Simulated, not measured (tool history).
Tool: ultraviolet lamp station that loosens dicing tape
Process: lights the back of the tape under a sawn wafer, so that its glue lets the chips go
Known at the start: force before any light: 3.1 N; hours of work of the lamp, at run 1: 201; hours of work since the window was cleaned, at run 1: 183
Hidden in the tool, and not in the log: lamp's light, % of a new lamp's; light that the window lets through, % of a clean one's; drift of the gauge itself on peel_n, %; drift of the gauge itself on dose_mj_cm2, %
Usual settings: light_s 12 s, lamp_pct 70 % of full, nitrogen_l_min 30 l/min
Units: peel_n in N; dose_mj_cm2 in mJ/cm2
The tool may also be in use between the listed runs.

run,day,light_s,lamp_pct,nitrogen_l_min,hours of work of the lamp,hours of work since the window was cleaned,peel_n,dose_mj_cm2
1,0.000,12,70,30,201,183,0.196,162
2,0.229,12,70,30,204,187,0.199,165
3,0.450,12,70,30,208,190,0.193,166
4,0.738,12,70,30,212,194,0.196,164
5,0.988,12,70,48,216,198,0.158,163
6,1.350,15,70,30,221,203,0.144,203
7,1.558,13,66,21,224,206,0.233,169
# day 1.600: window cleaned of glue's vapour
8,1.958,13,66,22,230,5,0.226,159
9,2.317,13,66,22,235,11,0.250,162
10,2.558,13,66,22,239,14,0.243,163
11,2.892,13,66,22,244,19,0.247,165

Forecast each of these 3 alternatives for the next run:
# day 3.042: window cleaned of glue's vapour, once more
A,3.146,8,70,44,247,2,?,?
# day 3.042: window cleaned of glue's vapour, once more
B,3.146,13,68,25,247,2,?,?
# day 3.042: window cleaned of glue's vapour, once more
C,3.146,13,67,24,247,2,?,?

run,peel_n,dose_mj_cm2
A,0.278,111
B,0.189,176
C,0.197,175
Without the tool's hidden state the same runs would have given:
run,peel_n,dose_mj_cm2
A,0.256,117
B,0.176,185
C,0.183,183
